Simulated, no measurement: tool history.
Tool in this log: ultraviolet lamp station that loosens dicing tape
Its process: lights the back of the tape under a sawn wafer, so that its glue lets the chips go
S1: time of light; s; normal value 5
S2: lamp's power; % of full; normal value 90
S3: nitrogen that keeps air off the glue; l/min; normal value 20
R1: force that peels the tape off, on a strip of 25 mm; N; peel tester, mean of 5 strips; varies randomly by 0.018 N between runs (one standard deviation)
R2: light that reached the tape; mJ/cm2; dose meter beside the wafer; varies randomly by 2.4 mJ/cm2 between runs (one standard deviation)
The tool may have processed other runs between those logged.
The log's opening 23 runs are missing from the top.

| run | hour | S1 | S2 | S3 | R1 | R2 |
|---|---|---|---|---|---|---|
| 24 | 322.3 | 10 | 83 | 12 | 0.558 | 371 |
| 25 | 335.5 | 10 | 72 | 35 | 0.415 | 319 |
| 26 | 345.2 | 3 | 90 | 20 | 3.218 | 124 |
| 27 | 362.2 | 3 | 85 | 32 | 3.101 | 112 |
| 28 | 375.1 | 5 | 93 | 20 | 1.376 | 202 |
| 29 | 385 | 3 | 90 | 19 | 3.424 | 113 |
| 30 | 400.4 | 2 | 69 | 30 | 5.913 | 59 |
| 31 | 413.5 | 10 | 75 | 15 | 0.653 | 321 |
| 32 | 428.2 | 10 | 66 | 15 | 0.885 | 283 |
| 33 | 438.6 | 10 | 66 | 15 | 0.9 | 279 |
| 34 | 455.4 | 10 | 66 | 15 | 0.878 | 279 |
| 35 | 468.1 | 10 | 66 | 15 | 0.902 | 277 |
| 36 | 479.3 | 10 | 66 | 15 | 0.901 | 271 |
| 37 | 491.6 | 5 | 95 | 20 | 1.52 | 195 |
| 38 | 502.9 | 5 | 95 | 20 | 1.563 | 195 |
| 39 | 515.9 | 2 | 66 | 20 | 6.643 | 53 |
| 40 | 528.5 | 2 | 66 | 20 | 6.736 | 52 |
| 41 | 542.2 | 4 | 90 | 9 | 3.583 | 146 |

Run 42, settings as shown, results not yet in. Your forecast:
| 42 | 555.2 | 4 | 90 | 9 | ? | ? |

{"run 42": {"R1": 3.535, "R2": 141}}
With no hidden state in the tool, this same run would have given R1 2.078 N, R2 207 mJ/cm2.
